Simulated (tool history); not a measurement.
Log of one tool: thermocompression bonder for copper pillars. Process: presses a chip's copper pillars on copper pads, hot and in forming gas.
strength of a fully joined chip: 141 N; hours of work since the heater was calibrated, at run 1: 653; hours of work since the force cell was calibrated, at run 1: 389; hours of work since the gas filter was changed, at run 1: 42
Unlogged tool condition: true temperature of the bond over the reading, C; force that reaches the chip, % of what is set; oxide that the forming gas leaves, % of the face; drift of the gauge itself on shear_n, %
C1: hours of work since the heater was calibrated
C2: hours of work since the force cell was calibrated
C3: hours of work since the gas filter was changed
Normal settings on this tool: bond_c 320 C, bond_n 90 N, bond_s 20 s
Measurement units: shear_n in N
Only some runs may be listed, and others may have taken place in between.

{"run": 1, "hour": 0.0, "bond_c": 320, "bond_n": 90, "bond_s": 20, "C1": 653, "C2": 389, "C3": 42, "shear_n": 96.7}
{"run": 2, "hour": 44.8, "bond_c": 320, "bond_n": 90, "bond_s": 20, "C1": 680, "C2": 415, "C3": 69, "shear_n": 96.9}
{"run": 3, "hour": 83.1, "bond_c": 320, "bond_n": 90, "bond_s": 20, "C1": 703, "C2": 438, "C3": 91, "shear_n": 96.5}
{"hour": 128.5, "done": "forming gas filter changed"}
{"run": 4, "hour": 147.0, "bond_c": 320, "bond_n": 90, "bond_s": 20, "C1": 740, "C2": 476, "C3": 11, "shear_n": 97.4}
{"run": 5, "hour": 190.6, "bond_c": 320, "bond_n": 90, "bond_s": 20, "C1": 766, "C2": 501, "C3": 37, "shear_n": 97.7}
{"run": 6, "hour": 229.2, "bond_c": 320, "bond_n": 90, "bond_s": 20, "C1": 789, "C2": 524, "C3": 60, "shear_n": 96.1}
{"hour": 273.1, "done": "heater calibrated with a thermocouple chip"}
{"run": 7, "hour": 277.0, "bond_c": 320, "bond_n": 90, "bond_s": 20, "C1": 2, "C2": 552, "C3": 87, "shear_n": 91.2}
{"run": 8, "hour": 319.8, "bond_c": 320, "bond_n": 90, "bond_s": 20, "C1": 28, "C2": 577, "C3": 112, "shear_n": 90.6}
{"hour": 333.7, "done": "forming gas filter changed"}
{"run": 9, "hour": 347.9, "bond_c": 323, "bond_n": 91, "bond_s": 56, "C1": 44, "C2": 593, "C3": 8, "shear_n": 120.3}
{"run": 10, "hour": 390.7, "bond_c": 293, "bond_n": 65, "bond_s": 32, "C1": 70, "C2": 619, "C3": 34, "shear_n": 66.7}
{"run": 11, "hour": 447.8, "bond_c": 290, "bond_n": 65, "bond_s": 18, "C1": 103, "C2": 653, "C3": 68, "shear_n": 51.6}
{"run": 12, "hour": 477.5, "bond_c": 290, "bond_n": 86, "bond_s": 18, "C1": 121, "C2": 670, "C3": 85, "shear_n": 62.2}
{"run": 13, "hour": 514.8, "bond_c": 334, "bond_n": 90, "bond_s": 17, "C1": 143, "C2": 693, "C3": 108, "shear_n": 98.1}
{"hour": 532.5, "done": "forming gas filter changed"}
{"run": 14, "hour": 552.2, "bond_c": 334, "bond_n": 90, "bond_s": 17, "C1": 165, "C2": 715, "C3": 12, "shear_n": 99.4}

Run 15, settings as shown, results not yet in. Your forecast:
{"run": 15, "hour": 589.4, "bond_c": 313, "bond_n": 90, "bond_s": 53, "C1": 187, "C2": 737, "C3": 34, "shear_n": "?"}

Run 15 came out at shear_n 111.6 N.
With no hidden state in the tool, this same run would have given shear_n 113.7 N.
